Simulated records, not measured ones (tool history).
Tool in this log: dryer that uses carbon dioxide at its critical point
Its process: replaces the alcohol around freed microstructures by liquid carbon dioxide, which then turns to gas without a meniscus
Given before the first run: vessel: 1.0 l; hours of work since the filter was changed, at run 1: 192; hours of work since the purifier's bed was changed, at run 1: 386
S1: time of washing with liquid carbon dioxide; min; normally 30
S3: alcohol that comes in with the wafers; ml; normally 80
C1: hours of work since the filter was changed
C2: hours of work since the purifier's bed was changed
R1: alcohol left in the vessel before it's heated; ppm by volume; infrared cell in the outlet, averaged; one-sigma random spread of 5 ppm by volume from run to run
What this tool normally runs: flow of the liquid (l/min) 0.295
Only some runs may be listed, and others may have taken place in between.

run 1 hour=0.0 | S1=30 flow_of_the_liquid_(l/min)=0.295 S3=80 | C1=192 C2=386 | R1=90
run 2 hour=17.1 | S1=30 flow_of_the_liquid_(l/min)=0.483 S3=80 | C1=201 C2=395 | R1=39
run 3 hour=32.3 | S1=30 flow_of_the_liquid_(l/min)=0.483 S3=80 | C1=209 C2=403 | R1=35
run 4 hour=43.5 | S1=30 flow_of_the_liquid_(l/min)=0.295 S3=80 | C1=214 C2=408 | R1=86
run 5 hour=66.7 | S1=30 flow_of_the_liquid_(l/min)=0.287 S3=80 | C1=226 C2=420 | R1=101
run 6 hour=87.0 | S1=30 flow_of_the_liquid_(l/min)=0.295 S3=32 | C1=236 C2=430 | R1=58
run 7 hour=98.3 | S1=30 flow_of_the_liquid_(l/min)=0.397 S3=80 | C1=242 C2=436 | R1=48
run 8 hour=122.6 | S1=30 flow_of_the_liquid_(l/min)=0.383 S3=80 | C1=254 C2=448 | R1=50
run 9 hour=140.5 | S1=30 flow_of_the_liquid_(l/min)=0.295 S3=103 | C1=263 C2=458 | R1=116
run 10 hour=162.1 | S1=30 flow_of_the_liquid_(l/min)=0.295 S3=103 | C1=274 C2=468 | R1=124
run 11 hour=186.4 | S1=30 flow_of_the_liquid_(l/min)=0.295 S3=103 | C1=287 C2=481 | R1=124
run 12 hour=204.7 | S1=30 flow_of_the_liquid_(l/min)=0.295 S3=103 | C1=296 C2=490 | R1=119
run 13 hour=227.2 | S1=30 flow_of_the_liquid_(l/min)=0.295 S3=119 | C1=307 C2=501 | R1=151
run 14 hour=242.9 | S1=30 flow_of_the_liquid_(l/min)=0.295 S3=119 | C1=315 C2=509 | R1=148
run 15 hour=254.1 | S1=30 flow_of_the_liquid_(l/min)=0.295 S3=119 | C1=321 C2=515 | R1=137
run 16 hour=274.6 | S1=30 flow_of_the_liquid_(l/min)=0.295 S3=119 | C1=331 C2=525 | R1=140
run 17 hour=294.4 | S1=30 flow_of_the_liquid_(l/min)=0.295 S3=80 | C1=341 C2=536 | R1=119
run 18 hour=312.4 | S1=30 flow_of_the_liquid_(l/min)=0.295 S3=80 | C1=350 C2=545 | R1=116
run 19 hour=331.4 | S1=30 flow_of_the_liquid_(l/min)=0.295 S3=80 | C1=360 C2=554 | R1=124
run 20 hour=343.0 | S1=30 flow_of_the_liquid_(l/min)=0.295 S3=80 | C1=366 C2=560 | R1=119
run 21 hour=353.2 | S1=30 flow_of_the_liquid_(l/min)=0.295 S3=80 | C1=371 C2=565 | R1=121
run 22 hour=377.4 | S1=30 flow_of_the_liquid_(l/min)=0.295 S3=80 | C1=383 C2=578 | R1=131
run 23 hour=398.6 | S1=26 flow_of_the_liquid_(l/min)=0.288 S3=32 | C1=394 C2=588 | R1=147
run 24 hour=420.4 | S1=23 flow_of_the_liquid_(l/min)=0.382 S3=20 | C1=405 C2=599 | R1=78
run 25 hour=439.3 | S1=19 flow_of_the_liquid_(l/min)=0.417 S3=66 | C1=415 C2=609 | R1=197
run 26 hour=461.3 | S1=28 flow_of_the_liquid_(l/min)=0.384 S3=37 | C1=426 C2=620 | R1=57
run 27 hour=484.7 | S1=19 flow_of_the_liquid_(l/min)=0.245 S3=43 | C1=438 C2=632 | R1=1281
run 28 hour=503.4 | S1=19 flow_of_the_liquid_(l/min)=0.269 S3=43 | C1=447 C2=641 | R1=915
run 29 hour=528.0 | S1=19 flow_of_the_liquid_(l/min)=0.269 S3=43 | C1=460 C2=654 | R1=913
run 30 hour=542.4 | S1=30 flow_of_the_liquid_(l/min)=0.325 S3=81 | C1=467 C2=661 | R1=111
run 31 hour=566.4 | S1=45 flow_of_the_liquid_(l/min)=0.273 S3=49 | C1=479 C2=673 | R1=56
run 32 hour=590.4 | S1=45 flow_of_the_liquid_(l/min)=0.273 S3=49 | C1=491 C2=685 | R1=70
run 33 hour=602.2 | S1=21 flow_of_the_liquid_(l/min)=0.313 S3=31 | C1=497 C2=691 | R1=279
run 34 hour=616.5 | S1=32 flow_of_the_liquid_(l/min)=0.327 S3=79 | C1=504 C2=699 | R1=85
run 35 hour=630.5 | S1=33 flow_of_the_liquid_(l/min)=0.327 S3=27 | C1=512 C2=706 | R1=70
run 36 hour=654.5 | S1=30 flow_of_the_liquid_(l/min)=0.295 S3=34 | C1=524 C2=718 | R1=108
run 37 hour=668.4 | S1=30 flow_of_the_liquid_(l/min)=0.320 S3=97 | C1=531 C2=725 | R1=140
run 38 hour=692.2 | S1=30 flow_of_the_liquid_(l/min)=0.498 S3=70 | C1=543 C2=737 | R1=68
run 39 hour=715.5 | S1=39 flow_of_the_liquid_(l/min)=0.284 S3=45 | C1=555 C2=749 | R1=71
run 40 hour=736.5 | S1=23 flow_of_the_liquid_(l/min)=0.205 S3=45 | C1=565 C2=759 | R1=1500
-- hour=750.8 inlet filter changed
run 41 hour=755.0 | S1=24 flow_of_the_liquid_(l/min)=0.474 S3=94 | C1=2 C2=768 | R1=61
run 42 hour=768.5 | S1=24 flow_of_the_liquid_(l/min)=0.474 S3=94 | C1=9 C2=775 | R1=62
run 43 hour=787.7 | S1=24 flow_of_the_liquid_(l/min)=0.474 S3=94 | C1=19 C2=785 | R1=70

3 ways to go on from here, each from the tool as it stands after run 43. What would each give?
run A hour=808.9 | S1=36 flow_of_the_liquid_(l/min)=0.474 S3=94 | C1=29 C2=796 | R1=?
run B hour=808.9 | S1=30 flow_of_the_liquid_(l/min)=0.307 S3=80 | C1=29 C2=796 | R1=?
run C hour=808.9 | S1=24 flow_of_the_liquid_(l/min)=0.349 S3=75 | C1=29 C2=796 | R1=?

run=A R1=68
run=B R1=87
run=C R1=100
What these runs would have given with no unlogged condition in the tool:
run=A R1=9
run=B R1=28
run=C R1=38
